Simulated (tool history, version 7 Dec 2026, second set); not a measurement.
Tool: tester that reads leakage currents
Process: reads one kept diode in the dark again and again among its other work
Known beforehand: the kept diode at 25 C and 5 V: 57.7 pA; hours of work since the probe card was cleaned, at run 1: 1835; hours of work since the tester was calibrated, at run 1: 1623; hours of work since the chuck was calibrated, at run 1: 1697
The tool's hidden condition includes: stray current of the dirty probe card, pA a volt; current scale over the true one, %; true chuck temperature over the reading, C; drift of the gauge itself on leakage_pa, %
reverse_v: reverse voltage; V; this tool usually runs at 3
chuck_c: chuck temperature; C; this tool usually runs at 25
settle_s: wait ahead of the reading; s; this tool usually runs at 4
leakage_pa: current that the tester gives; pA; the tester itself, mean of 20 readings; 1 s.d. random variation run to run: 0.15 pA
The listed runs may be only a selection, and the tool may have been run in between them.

| run | hour | reverse_v | chuck_c | settle_s | hours of work since the probe card was cleaned | hours of work since the tester was calibrated | hours of work since the chuck was calibrated | leakage_pa |
|---|---|---|---|---|---|---|---|---|
| 1 | 0 | 3 | 25 | 4 | 1835 | 1623 | 1697 | 50.13 |
| 2 | 60.5 | 3 | 25 | 4 | 1882 | 1670 | 1744 | 50.05 |
| 3 | 92 | 3 | 25 | 4 | 1906 | 1694 | 1769 | 49.81 |
| 4 | 151.3 | 2.91 | 25 | 4 | 1952 | 1740 | 1815 | 49.49 |
| 5 | 214.9 | 13.53 | 25 | 4 | 2002 | 1790 | 1864 | 114.59 |
| 6 | 264.5 | 13.53 | 25 | 4 | 2040 | 1828 | 1902 | 114.11 |
|  | 273.7 | probe card cleaned and baked |
| 7 | 314.6 | 14.49 | 29 | 4 | 32 | 1865 | 1939 | 153.55 |
| 8 | 382 | 12.45 | 58 | 1.89 | 84 | 1917 | 1991 | 782.59 |
| 9 | 432.8 | 12.45 | 58 | 1.89 | 123 | 1956 | 2031 | 785.64 |
| 10 | 496.8 | 12.45 | 58 | 1.89 | 173 | 2006 | 2080 | 784.18 |
| 11 | 539.5 | 11.85 | 21 | 2.28 | 206 | 2039 | 2113 | 91.16 |
| 12 | 574.5 | 3 | 60 | 6.58 | 233 | 2066 | 2140 | 458.37 |

Each row is a separate what-if for the run after 12, all from the same tool condition, not one after another. Results?
| A | 609 | 3.64 | 32 | 3.57 | 260 | 2093 | 2167 | ? |
| B | 609 | 3 | 25 | 4.76 | 260 | 2093 | 2167 | ? |
| C | 609 | 1.51 | 25 | 5.34 | 260 | 2093 | 2167 | ? |

| run | leakage_pa |
|---|---|
| A | 88.89 |
| B | 51.5 |
| C | 36.13 |
With no hidden state in the tool, these same runs would have given:
| run | leakage_pa |
|---|---|
| A | 83.99 |
| B | 46.31 |
| C | 34.16 |
